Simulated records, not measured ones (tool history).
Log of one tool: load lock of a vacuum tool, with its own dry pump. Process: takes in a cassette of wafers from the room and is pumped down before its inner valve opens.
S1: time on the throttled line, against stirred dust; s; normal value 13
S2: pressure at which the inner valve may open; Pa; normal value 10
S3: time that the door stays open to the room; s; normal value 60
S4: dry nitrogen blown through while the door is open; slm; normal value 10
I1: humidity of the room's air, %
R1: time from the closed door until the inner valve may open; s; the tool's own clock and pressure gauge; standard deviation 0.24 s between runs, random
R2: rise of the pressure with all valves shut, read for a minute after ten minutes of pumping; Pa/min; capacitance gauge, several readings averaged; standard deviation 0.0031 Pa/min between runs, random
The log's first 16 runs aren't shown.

{"run": 17, "hour": 2148.4, "S1": 13, "S2": 10, "S3": 60, "S4": 10, "I1": 42.4, "R1": 29.8, "R2": 0.084}
{"run": 18, "hour": 2319.2, "S1": 13, "S2": 10, "S3": 60, "S4": 10, "I1": 47.6, "R1": 29.6, "R2": 0.098}
{"run": 19, "hour": 2434.4, "S1": 13, "S2": 10, "S3": 60, "S4": 10, "I1": 45.7, "R1": 30.0, "R2": 0.095}
{"run": 20, "hour": 2531.9, "S1": 13, "S2": 10, "S3": 60, "S4": 10, "I1": 43.3, "R1": 29.8, "R2": 0.088}
{"run": 21, "hour": 2635.7, "S1": 13, "S2": 10, "S3": 60, "S4": 10, "I1": 45.1, "R1": 29.8, "R2": 0.087}
{"run": 22, "hour": 2767.3, "S1": 13, "S2": 10, "S3": 60, "S4": 10, "I1": 45.5, "R1": 29.4, "R2": 0.097}
{"run": 23, "hour": 2881.0, "S1": 13, "S2": 10, "S3": 60, "S4": 10, "I1": 41.8, "R1": 30.0, "R2": 0.082}
{"run": 24, "hour": 3055.4, "S1": 19, "S2": 9, "S3": 98, "S4": 38, "I1": 43.6, "R1": 34.4, "R2": 0.08}
{"run": 25, "hour": 3219.7, "S1": 19, "S2": 9, "S3": 98, "S4": 38, "I1": 45.6, "R1": 34.4, "R2": 0.082}
{"run": 26, "hour": 3344.2, "S1": 24, "S2": 9, "S3": 98, "S4": 6, "I1": 48.2, "R1": 38.4, "R2": 0.146}
{"run": 27, "hour": 3495.3, "S1": 24, "S2": 8, "S3": 98, "S4": 6, "I1": 48.2, "R1": 38.5, "R2": 0.143}
{"run": 28, "hour": 3577.1, "S1": 10, "S2": 9, "S3": 146, "S4": 30, "I1": 45.5, "R1": 27.6, "R2": 0.118}
{"run": 29, "hour": 3707.1, "S1": 19, "S2": 10, "S3": 60, "S4": 10, "I1": 44.5, "R1": 34.0, "R2": 0.086}
{"hour": 3734.6, "done": "door's seal changed, seat wiped"}
{"run": 30, "hour": 3787.8, "S1": 12, "S2": 11, "S3": 131, "S4": 13, "I1": 45.8, "R1": 28.6, "R2": 0.144}
{"run": 31, "hour": 3962.0, "S1": 14, "S2": 10, "S3": 60, "S4": 10, "I1": 41.5, "R1": 30.8, "R2": 0.081}
{"run": 32, "hour": 4088.1, "S1": 14, "S2": 10, "S3": 60, "S4": 10, "I1": 46.2, "R1": 30.0, "R2": 0.085}
{"run": 33, "hour": 4247.2, "S1": 14, "S2": 10, "S3": 60, "S4": 10, "I1": 38.3, "R1": 30.4, "R2": 0.074}
{"run": 34, "hour": 4341.9, "S1": 14, "S2": 11, "S3": 60, "S4": 6, "I1": 42.2, "R1": 30.2, "R2": 0.094}
{"run": 35, "hour": 4513.8, "S1": 14, "S2": 15, "S3": 60, "S4": 8, "I1": 47.5, "R1": 29.5, "R2": 0.098}
{"run": 36, "hour": 4635.8, "S1": 14, "S2": 13, "S3": 214, "S4": 8, "I1": 44.0, "R1": 29.7, "R2": 0.212}
{"run": 37, "hour": 4722.8, "S1": 14, "S2": 13, "S3": 109, "S4": 7, "I1": 43.3, "R1": 30.1, "R2": 0.129}
{"run": 38, "hour": 4900.7, "S1": 9, "S2": 13, "S3": 164, "S4": 7, "I1": 43.4, "R1": 26.6, "R2": 0.177}

3 options for the next run, each taken on its own from the tool as it stands now. Forecast them:
{"run": "A", "hour": 5020.8, "S1": 13, "S2": 8, "S3": 54, "S4": 17, "I1": 45.9, "R1": "?", "R2": "?"}
{"run": "B", "hour": 5020.8, "S1": 9, "S2": 8, "S3": 164, "S4": 7, "I1": 43.2, "R1": "?", "R2": "?"}
{"run": "C", "hour": 5020.8, "S1": 7, "S2": 7, "S3": 32, "S4": 10, "I1": 42.9, "R1": "?", "R2": "?"}

run=A R1=30.4 R2=0.071
run=B R1=27.5 R2=0.178
run=C R1=25.7 R2=0.056
Had the tool no hidden state, the same runs would have come out as:
run=A R1=30.4 R2=0.071
run=B R1=27.5 R2=0.178
run=C R1=25.7 R2=0.055

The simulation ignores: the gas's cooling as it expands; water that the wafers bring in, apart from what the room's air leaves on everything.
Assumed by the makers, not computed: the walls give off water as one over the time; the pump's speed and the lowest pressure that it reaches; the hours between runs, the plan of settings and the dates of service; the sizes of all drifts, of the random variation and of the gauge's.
